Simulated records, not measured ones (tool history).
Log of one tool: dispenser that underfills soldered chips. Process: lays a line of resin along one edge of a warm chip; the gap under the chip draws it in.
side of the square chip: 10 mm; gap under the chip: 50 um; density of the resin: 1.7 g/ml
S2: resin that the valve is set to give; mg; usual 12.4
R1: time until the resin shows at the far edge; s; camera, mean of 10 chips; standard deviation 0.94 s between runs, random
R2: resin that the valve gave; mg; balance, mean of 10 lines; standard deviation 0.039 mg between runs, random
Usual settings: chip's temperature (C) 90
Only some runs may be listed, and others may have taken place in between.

{"run": 1, "hour": 0.0, "chip's temperature (C)": 90, "S2": 12.4, "R1": 142.5, "R2": 12.1}
{"hour": 1.8, "done": "new syringe of resin"}
{"run": 2, "hour": 13.7, "chip's temperature (C)": 90, "S2": 12.4, "R1": 136.3, "R2": 12.05}
{"hour": 16.5, "done": "new syringe of resin"}
{"run": 3, "hour": 25.0, "chip's temperature (C)": 90, "S2": 12.4, "R1": 125.1, "R2": 11.93}
{"hour": 31.6, "done": "new syringe of resin"}
{"hour": 36.0, "done": "dispensing valve cleaned and set on the balance"}
{"run": 4, "hour": 38.5, "chip's temperature (C)": 90, "S2": 12.4, "R1": 111.6, "R2": 12.37}
{"hour": 48.2, "done": "new syringe of resin"}
{"run": 5, "hour": 55.6, "chip's temperature (C)": 90, "S2": 12.4, "R1": 117.4, "R2": 12.24}
{"hour": 63.3, "done": "new syringe of resin"}
{"run": 6, "hour": 66.9, "chip's temperature (C)": 90, "S2": 12.4, "R1": 105.3, "R2": 12.16}
{"run": 7, "hour": 76.9, "chip's temperature (C)": 90, "S2": 12.4, "R1": 142.8, "R2": 12.06}
{"hour": 78.5, "done": "new syringe of resin"}
{"run": 8, "hour": 85.0, "chip's temperature (C)": 84, "S2": 12.4, "R1": 139.9, "R2": 12.06}
{"hour": 93.5, "done": "new syringe of resin"}
{"run": 9, "hour": 100.1, "chip's temperature (C)": 84, "S2": 12.4, "R1": 141.5, "R2": 12.01}
{"hour": 108.6, "done": "new syringe of resin"}
{"run": 10, "hour": 112.0, "chip's temperature (C)": 87, "S2": 14.6, "R1": 115.3, "R2": 14.12}
{"hour": 123.0, "done": "new syringe of resin"}
{"run": 11, "hour": 123.6, "chip's temperature (C)": 79, "S2": 13.7, "R1": 140, "R2": 13.14}
{"hour": 131.3, "done": "dispensing valve cleaned and set on the balance"}
{"hour": 139.2, "done": "new syringe of resin"}
{"run": 12, "hour": 140.0, "chip's temperature (C)": 104, "S2": 12.6, "R1": 63.8, "R2": 12.6}
{"run": 13, "hour": 151.6, "chip's temperature (C)": 96, "S2": 16.1, "R1": 113, "R2": 15.97}
{"hour": 154.3, "done": "new syringe of resin"}
{"run": 14, "hour": 163.7, "chip's temperature (C)": 96, "S2": 16.1, "R1": 105.1, "R2": 15.85}
{"hour": 169.4, "done": "new syringe of resin"}
{"run": 15, "hour": 180.3, "chip's temperature (C)": 100, "S2": 14, "R1": 97.2, "R2": 13.69}

Predict the results of run 16:
{"hour": 184.0, "done": "new syringe of resin"}
{"run": 16, "hour": 189.2, "chip's temperature (C)": 103, "S2": 15.7, "R1": "?", "R2": "?"}

{"run 16": {"R1": 74.4, "R2": 15.37}}
Had the tool carried no hidden state, the very same run would have given R1 58.9 s, R2 15.77 mg.

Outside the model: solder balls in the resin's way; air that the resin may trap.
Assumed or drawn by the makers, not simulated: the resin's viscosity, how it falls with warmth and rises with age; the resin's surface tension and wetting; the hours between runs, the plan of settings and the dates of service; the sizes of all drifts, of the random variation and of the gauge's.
